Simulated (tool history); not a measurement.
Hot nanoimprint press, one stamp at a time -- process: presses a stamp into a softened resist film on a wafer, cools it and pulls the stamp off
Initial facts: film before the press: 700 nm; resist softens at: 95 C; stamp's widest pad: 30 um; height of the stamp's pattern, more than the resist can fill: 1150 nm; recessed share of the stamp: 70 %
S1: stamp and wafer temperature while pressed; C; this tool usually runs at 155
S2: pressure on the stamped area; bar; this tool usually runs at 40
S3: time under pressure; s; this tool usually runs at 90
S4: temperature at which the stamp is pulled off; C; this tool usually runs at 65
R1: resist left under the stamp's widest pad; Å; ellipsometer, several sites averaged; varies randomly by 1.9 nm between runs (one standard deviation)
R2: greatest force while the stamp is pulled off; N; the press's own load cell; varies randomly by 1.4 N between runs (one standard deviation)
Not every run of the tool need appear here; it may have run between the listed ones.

run	day	S1	S2	S3	S4	R1	R2
1	0	155	40	90	65	3842	140
# day 0.404: stamp cleaned and given a new release coat
2	2.342	155	40	90	65	3869	139
3	5.454	155	40	90	65	3846	136
4	6.912	155	40	90	70	3812	123
5	8.279	155	40	90	70	3847	124
6	10.258	155	40	127	70	3417	126
7	12.988	155	40	127	70	3399	127
8	15.162	165	40	90	65	2851	138
# day 16.904: plate thermocouple calibrated
9	18.133	155	40	90	65	3803	139
# day 20.854: stamp cleaned and given a new release coat
10	21.188	155	40	90	61	3836	145
11	24.046	155	40	90	61	3840	146
12	25.7	155	40	90	61	3873	143
13	27.121	155	40	90	61	3808	143
14	29	155	40	90	65	3803	137
15	30.821	155	40	90	65	3832	135
16	32.917	155	40	90	65	3826	137
17	35.25	148	59	50	63	4710	140
18	37.888	159	38.1	90	65	3491	138
19	39.712	145	40.6	90	65	5029	138
# day 40.95: stamp cleaned and given a new release coat
20	41.446	145	40.6	90	65	4986	135
21	44.479	159	40.6	90	65	3407	138
22	46.1	161	40	46	65	4007	137
23	47.854	161	40	46	65	4006	135
24	49.638	161	40	46	65	4035	136
# day 50.054: plate thermocouple calibrated
25	51.904	145	35.8	103	62	5085	143
26	54.483	145	35.8	103	62	5090	141
27	57.45	155	40	75	65	4043	137
# day 57.967: press's hydraulic seals changed and the load cell set to zero
28	60.142	150	40	90	65	4452	136
# day 61.704: stamp cleaned and given a new release coat
29	63.117	155	48.4	90	57	3503	152

Branching from run 29: 5 alternative next runs. What would each branch give?
A	65.638	155	34.6	90	65	?	?
B	65.638	151	42.8	90	62	?	?
C	65.638	158	40	90	62	?	?
D	65.638	160	48.4	90	58	?	?
E	65.638	155	57.2	90	70	?	?

run	R1	R2
A	4074	138
B	4147	145
C	3521	141
D	3038	151
E	3246	126
Without the tool's unlogged condition, the same runs would have read:
run	R1	R2
A	4070	137
B	4142	144
C	3517	141
D	3034	150
E	3242	126

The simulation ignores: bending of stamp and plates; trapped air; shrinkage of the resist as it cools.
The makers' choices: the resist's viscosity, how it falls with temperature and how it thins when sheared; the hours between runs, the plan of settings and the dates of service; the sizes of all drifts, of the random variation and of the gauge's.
